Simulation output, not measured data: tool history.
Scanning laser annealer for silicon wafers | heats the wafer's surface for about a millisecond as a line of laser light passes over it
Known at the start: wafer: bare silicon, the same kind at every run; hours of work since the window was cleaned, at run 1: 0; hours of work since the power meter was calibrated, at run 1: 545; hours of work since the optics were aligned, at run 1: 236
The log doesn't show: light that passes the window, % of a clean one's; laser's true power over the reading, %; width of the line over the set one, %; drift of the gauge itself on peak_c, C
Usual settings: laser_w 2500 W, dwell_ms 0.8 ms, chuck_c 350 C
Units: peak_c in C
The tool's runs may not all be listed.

run	hour	laser_w	dwell_ms	chuck_c	hours of work since the window was cleaned	hours of work since the power meter was calibrated	hours of work since the optics were aligned	peak_c
1	0	2500	0.8	350	0	545	236	1057
2	34.9	2500	0.8	350	23	568	259	1055
3	82.9	2500	0.8	350	54	600	291	1051
4	124.7	2500	0.8	333	82	627	318	1035
5	176.1	2337	0.8	333	116	661	352	975
6	227.3	2337	0.8	330	149	695	386	971
7	281.5	2500	0.8	339	185	730	421	1035
8	329.1	2500	0.621	350	216	761	452	969
9	370.6	2500	0.621	350	244	789	480	965
10	422.1	2718	0.8	350	277	823	514	1117
11	445	2718	0.8	350	292	838	529	1119
12	473.6	2126	0.8	350	311	856	547	910
13	513.2	2500	0.603	350	337	882	573	954
# hour 547.4: window over the wafer cleaned
14	557.5	2500	0.603	350	7	910	601	940
15	601.6	2500	0.603	350	36	939	630	941
16	650.2	2500	0.603	350	68	971	662	938
17	687.8	2500	0.743	350	92	996	687	996
18	741	2500	0.743	350	127	1031	722	1000
19	770.3	2500	0.68	350	146	1050	741	970
# hour 790.1: window over the wafer cleaned, once more
20	808.8	2500	0.68	350	12	1074	765	992
21	833.2	2500	0.68	350	28	1090	781	995
22	877.4	2500	0.68	350	57	1119	810	990
23	913.7	2694	0.8	339	81	1143	834	1104
24	965.7	2460	0.8	350	115	1177	868	1028
25	1007.4	2460	0.999	337	143	1205	895	1088
26	1034.6	2460	0.999	313	161	1222	913	1063
27	1070	2337	0.999	330	184	1246	937	1033
28	1104.7	2337	0.999	330	207	1268	959	1032
29	1131.6	2659	0.784	353	224	1286	977	1089
30	1164.4	2419	0.784	382	246	1308	999	1033
31	1202.6	2418	0.842	382	271	1333	1024	1054
32	1239.6	2324	0.921	346	295	1357	1048	1010
33	1289.4	2324	0.921	329	328	1390	1081	993
# hour 1339.3: window over the wafer cleaned
34	1341.2	2324	0.921	329	1	1423	1114	1002
35	1391.3	2611	0.742	331	34	1455	1146	1036
36	1436.7	2370	0.8	347	64	1485	1176	993
37	1477.8	2277	0.8	374	91	1512	1203	983

3 ways to go on from here, each from the tool as it stands after run 37. What would each give?
A	1531.8	2582	0.562	332	127	1548	1239	?
B	1531.8	2277	0.8	370	127	1548	1239	?
C	1531.8	2277	0.8	325	127	1548	1239	?

run	peak_c
A	934
B	980
C	934
Without the tool's hidden state the same runs would have given:
run	peak_c
A	961
B	1007
C	961
